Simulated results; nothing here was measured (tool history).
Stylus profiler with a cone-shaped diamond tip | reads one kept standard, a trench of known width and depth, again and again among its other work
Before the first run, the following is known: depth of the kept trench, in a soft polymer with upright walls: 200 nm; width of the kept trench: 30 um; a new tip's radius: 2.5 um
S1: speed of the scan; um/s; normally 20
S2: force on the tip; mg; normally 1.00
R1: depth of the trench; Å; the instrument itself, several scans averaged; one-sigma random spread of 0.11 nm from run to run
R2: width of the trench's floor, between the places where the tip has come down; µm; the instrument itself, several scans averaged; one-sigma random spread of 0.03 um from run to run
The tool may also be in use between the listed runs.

run   hour  S1    S2      R1     R2
  1    0.0  20  1.00  2010.5  27.79
  2   32.1  20  1.00  2009.6  27.77
  3   74.9  20  1.00  2010.7  27.78
  4  109.8  20  1.00  2010.5  27.76
  5  167.4  14  1.00  2008.0  27.70
  6  221.6  14  1.00  2008.6  27.67
  7  256.6  20  1.98  2017.6  27.65
  8  323.9  20  1.98  2015.5  27.73
  9  352.5  19  1.00  2007.1  27.69
 10  416.1   5  1.35  2009.3  27.75
 11  454.9   5  1.35  2009.3  27.72
 12  494.4   5  1.35  2009.1  27.69
 13  556.4  13  1.26  2010.1  27.65
 14  598.2  13  1.26  2008.5  27.66
 15  647.8  20  1.28  2008.6  27.62
 16  715.1  28  0.96  2006.2  27.60
 17  777.2  12  1.00  2006.2  27.62

Difference, measured minus no-hidden-state, one row per run. Run-to-run variation is common to both terms; the gauge's own scatter need not be:
Hidden conditions of the tool in this case: radius of the tip, um; height scale over the true one, %; drift of the gauge itself on depth_nm, %; drift of the gauge itself on floor_um, %.
run    R1     R2
  1  -3.6  -0.22
  2  -3.7  -0.22
  3  -3.9  -0.24
  4  -4.1  -0.25
  5  -4.3  -0.26
  6  -4.5  -0.27
  7  -4.7  -0.28
  8  -4.9  -0.30
  9  -5.1  -0.30
 10  -5.3  -0.31
 11  -5.5  -0.32
 12  -5.7  -0.33
 13  -5.9  -0.34
 14  -6.0  -0.35
 15  -6.3  -0.37
 16  -6.6  -0.38
 17  -6.7  -0.40
